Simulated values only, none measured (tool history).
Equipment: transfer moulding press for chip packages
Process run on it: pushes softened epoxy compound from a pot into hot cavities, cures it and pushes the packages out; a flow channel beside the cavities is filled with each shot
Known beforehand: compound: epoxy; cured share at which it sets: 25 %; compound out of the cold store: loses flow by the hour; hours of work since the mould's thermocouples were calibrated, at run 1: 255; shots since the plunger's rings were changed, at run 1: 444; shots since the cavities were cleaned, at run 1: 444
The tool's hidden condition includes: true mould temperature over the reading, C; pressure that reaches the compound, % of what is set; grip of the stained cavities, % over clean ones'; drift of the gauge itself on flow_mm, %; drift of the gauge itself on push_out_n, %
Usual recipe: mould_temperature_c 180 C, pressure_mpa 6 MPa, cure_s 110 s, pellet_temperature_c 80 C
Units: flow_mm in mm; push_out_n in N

| run | day | mould_temperature_c | pressure_mpa | cure_s | pellet_temperature_c | hours of work since the mould's thermocouples were calibrated | shots since the plunger's rings were changed | shots since the cavities were cleaned | incoming compound's hours out of the cold store | flow_mm | push_out_n |
|---|---|---|---|---|---|---|---|---|---|---|---|
| 1 | 0 | 180 | 6 | 110 | 80 | 255 | 444 | 444 | 12.6 | 621 | 489 |
|  | 0.662 | cavities cleaned with cleaning compound and waxed |
| 2 | 0.754 | 180 | 6 | 110 | 77 | 266 | 627 | 23 | 42.4 | 529 | 311 |
| 3 | 1.904 | 180 | 6 | 110 | 77 | 285 | 932 | 328 | 29.9 | 564 | 442 |
|  | 2.062 | mould's thermocouples calibrated |
| 4 | 2.704 | 180 | 6 | 110 | 77 | 10 | 1122 | 518 | 21.5 | 580 | 537 |
|  | 3.062 | cavities cleaned with cleaning compound and waxed |
| 5 | 4.162 | 180 | 6 | 110 | 89 | 33 | 1492 | 292 | 46 | 504 | 435 |
|  | 4.617 | mould's thermocouples calibrated, once more |
|  | 5.492 | cavities cleaned with cleaning compound and waxed |
| 6 | 5.612 | 180 | 6 | 110 | 89 | 15 | 1838 | 32 | 24.5 | 574 | 321 |
| 7 | 6.838 | 176 | 5.22 | 112 | 81 | 35 | 2164 | 358 | 12.9 | 580 | 531 |
|  | 7.792 | cavities cleaned with cleaning compound and waxed |
| 8 | 8.175 | 184 | 5.26 | 131 | 77 | 56 | 2501 | 101 | 12.5 | 568 | 321 |
| 9 | 9.042 | 185 | 5.26 | 150 | 71 | 70 | 2731 | 331 | 21.7 | 526 | 430 |
| 10 | 9.833 | 180 | 5.85 | 110 | 80 | 83 | 2941 | 541 | 12.1 | 582 | 512 |

Branching from run 10: 3 alternative next runs. What would each branch give?
|  | 10.088 | cavities cleaned with cleaning compound and waxed |
| A | 10.525 | 186 | 7.45 | 130 | 80 | 93 | 3108 | 116 | 33.4 | ? | ? |
|  | 10.088 | cavities cleaned with cleaning compound and waxed |
| B | 10.525 | 180 | 4.75 | 131 | 89 | 93 | 3108 | 116 | 20.9 | ? | ? |
|  | 10.088 | cavities cleaned with cleaning compound and waxed |
| C | 10.525 | 182 | 6.7 | 110 | 87 | 93 | 3108 | 116 | 16.4 | ? | ? |

| run | flow_mm | push_out_n |
|---|---|---|
| A | 575 | 328 |
| B | 502 | 337 |
| C | 607 | 339 |
Take away the tool's hidden state, keep each run's random variation, and the runs would have read:
| run | flow_mm | push_out_n |
|---|---|---|
| A | 605 | 262 |
| B | 528 | 270 |
| C | 638 | 271 |
